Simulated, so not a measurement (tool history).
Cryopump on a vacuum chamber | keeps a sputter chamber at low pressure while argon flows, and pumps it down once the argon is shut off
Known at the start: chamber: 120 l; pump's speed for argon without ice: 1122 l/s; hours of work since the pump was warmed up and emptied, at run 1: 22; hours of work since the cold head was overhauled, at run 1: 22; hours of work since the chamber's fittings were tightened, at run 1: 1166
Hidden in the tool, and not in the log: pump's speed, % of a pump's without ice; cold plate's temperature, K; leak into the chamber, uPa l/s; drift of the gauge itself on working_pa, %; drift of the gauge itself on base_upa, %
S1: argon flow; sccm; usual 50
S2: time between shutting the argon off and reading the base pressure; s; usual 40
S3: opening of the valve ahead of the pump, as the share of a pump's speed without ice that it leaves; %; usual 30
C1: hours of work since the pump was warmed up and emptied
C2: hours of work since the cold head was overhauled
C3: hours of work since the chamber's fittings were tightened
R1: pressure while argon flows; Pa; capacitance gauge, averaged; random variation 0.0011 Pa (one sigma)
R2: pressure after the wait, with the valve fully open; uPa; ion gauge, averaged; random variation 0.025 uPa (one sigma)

Run 1, hour 0.0: usual settings; C1 22; C2 22; C3 1166. Result: R1 0.2523 Pa, R2 1.89 uPa.
Run 2, hour 13.9: usual settings; C1 33; C2 33; C3 1177. Result: R1 0.2530 Pa, R2 1.83 uPa.
Run 3, hour 24.4: usual settings; C1 41; C2 41; C3 1185. Result: R1 0.2511 Pa, R2 1.85 uPa.
Run 4, hour 37.4: usual settings; C1 51; C2 51; C3 1196. Result: R1 0.2526 Pa, R2 1.87 uPa.
Run 5, hour 49.2: usual settings; C1 61; C2 61; C3 1205. Result: R1 0.2535 Pa, R2 1.86 uPa.
Run 6, hour 72.9: usual settings; C1 79; C2 79; C3 1224. Result: R1 0.2522 Pa, R2 1.91 uPa.
Run 7, hour 93.5: usual settings but S1 36 sccm; C1 96; C2 96; C3 1240. Result: R1 0.1817 Pa, R2 1.89 uPa.
Run 8, hour 106.8: usual settings but S1 36 sccm; C1 106; C2 106; C3 1251. Result: R1 0.1815 Pa, R2 1.86 uPa.
Run 9, hour 120.8: usual settings but S1 36 sccm; C1 117; C2 117; C3 1262. Result: R1 0.1819 Pa, R2 1.94 uPa.
Run 10, hour 145.3: usual settings but S1 36 sccm; C1 137; C2 137; C3 1281. Result: R1 0.1829 Pa, R2 1.94 uPa.
Run 11, hour 160.8: usual settings but S1 36 sccm; C1 149; C2 149; C3 1293. Result: R1 0.1818 Pa, R2 2.07 uPa.
Run 12, hour 185.6: usual settings; C1 169; C2 169; C3 1313. Result: R1 0.2537 Pa, R2 1.97 uPa.
Run 13, hour 207.0: usual settings; C1 185; C2 185; C3 1330. Result: R1 0.2549 Pa, R2 1.96 uPa.
Run 14, hour 220.6: usual settings; C1 196; C2 196; C3 1341. Result: R1 0.2534 Pa, R2 2.00 uPa.
Run 15, hour 240.9: usual settings but S1 67 sccm; C1 212; C2 212; C3 1357. Result: R1 0.3422 Pa, R2 2.00 uPa.
Run 16, hour 262.3: usual settings but S1 67 sccm, S3 59 %; C1 229; C2 229; C3 1373. Result: R1 0.1764 Pa, R2 1.96 uPa.
Run 17, hour 276.1: usual settings but S2 64 s; C1 240; C2 240; C3 1384. Result: R1 0.2564 Pa, R2 1.78 uPa.
Run 18, hour 292.5: usual settings but S2 56 s, S3 36 %; C1 253; C2 253; C3 1397. Result: R1 0.2133 Pa, R2 1.82 uPa.
Run 19, hour 308.5: usual settings but S1 46 sccm, S3 16 %; C1 266; C2 266; C3 1410. Result: R1 0.4373 Pa, R2 2.02 uPa.
Run 20, hour 326.9: usual settings but S1 46 sccm, S3 16 %; C1 280; C2 280; C3 1425. Result: R1 0.4371 Pa, R2 2.06 uPa.
Run 21, hour 341.7: usual settings but S1 24 sccm, S3 18 %; C1 292; C2 292; C3 1436. Result: R1 0.2033 Pa, R2 2.06 uPa.
Run 22, hour 359.6: usual settings but S1 68 sccm, S2 50 s, S3 18 %; C1 306; C2 306; C3 1450. Result: R1 0.5730 Pa, R2 1.91 uPa.
Run 23, hour 373.7: usual settings but S2 268 s, S3 26 %; C1 317; C2 317; C3 1462. Result: R1 0.2943 Pa, R2 1.50 uPa.
Run 24, hour 391.7: usual settings but S1 23 sccm, S2 92 s, S3 52 %; C1 331; C2 331; C3 1476. Result: R1 0.0700 Pa, R2 1.74 uPa.
Run 25, hour 411.6: usual settings but S1 40 sccm, S2 78 s; C1 347; C2 347; C3 1491. Result: R1 0.2053 Pa, R2 1.75 uPa.
Run 26, hour 426.4: usual settings but S2 71 s; C1 359; C2 359; C3 1503. Result: R1 0.2589 Pa, R2 1.86 uPa.
Run 27, hour 446.7: usual settings but S1 84 sccm, S2 48 s, S3 17 %; C1 375; C2 375; C3 1519. Result: R1 0.7585 Pa, R2 2.05 uPa.
Run 28, hour 466.8: usual settings but S2 55 s, S3 17 %; C1 391; C2 391; C3 1535. Result: R1 0.4482 Pa, R2 2.00 uPa.
Run 29, hour 489.8: usual settings but S1 28 sccm, S2 36 s, S3 17 %; C1 409; C2 409; C3 1553. Result: R1 0.2500 Pa, R2 2.31 uPa.
Run 30, hour 504.2: usual settings but S1 28 sccm, S2 36 s, S3 17 %; C1 420; C2 420; C3 1565. Result: R1 0.2499 Pa, R2 2.32 uPa.
Run 31, hour 516.1: usual settings but S1 28 sccm, S2 36 s, S3 17 %; C1 430; C2 430; C3 1574. Result: R1 0.2531 Pa, R2 2.30 uPa.
Run 32, hour 536.2: usual settings but S1 28 sccm, S2 36 s, S3 17 %; C1 446; C2 446; C3 1590. Result: R1 0.2520 Pa, R2 2.36 uPa.
Run 33, hour 557.2: usual settings but S1 28 sccm, S2 36 s, S3 17 %; C1 462; C2 462; C3 1607. Result: R1 0.2548 Pa, R2 2.36 uPa.

5 ways to go on from here, each from the tool as it stands after run 33. What would each give?
Run A, hour 575.3: usual settings but S1 21 sccm, S3 17 %; C1 477; C2 477; C3 1621. Result: R1 ?, R2 ?.
Run B, hour 575.3: usual settings but S1 28 sccm, S2 36 s, S3 26 %; C1 477; C2 477; C3 1621. Result: R1 ?, R2 ?.
Run C, hour 575.3: usual settings but S1 27 sccm, S2 20 s, S3 17 %; C1 477; C2 477; C3 1621. Result: R1 ?, R2 ?.
Run D, hour 575.3: usual settings but S1 24 sccm, S2 72 s, S3 20 %; C1 477; C2 477; C3 1621. Result: R1 ?, R2 ?.
Run E, hour 575.3: usual settings but S1 28 sccm, S2 288 s, S3 17 %; C1 477; C2 477; C3 1621. Result: R1 ?, R2 ?.

run      R1    R2
  A  0.1901  2.26
  B  0.1673  2.35
  C  0.2444  3.09
  D  0.1863  1.93
  E  0.2520  1.64
Without the tool's hidden state the same runs would have given:
run      R1    R2
  A  0.1864  1.04
  B  0.1622  1.12
  C  0.2395  1.85
  D  0.1820  0.71
  E  0.2470  0.37
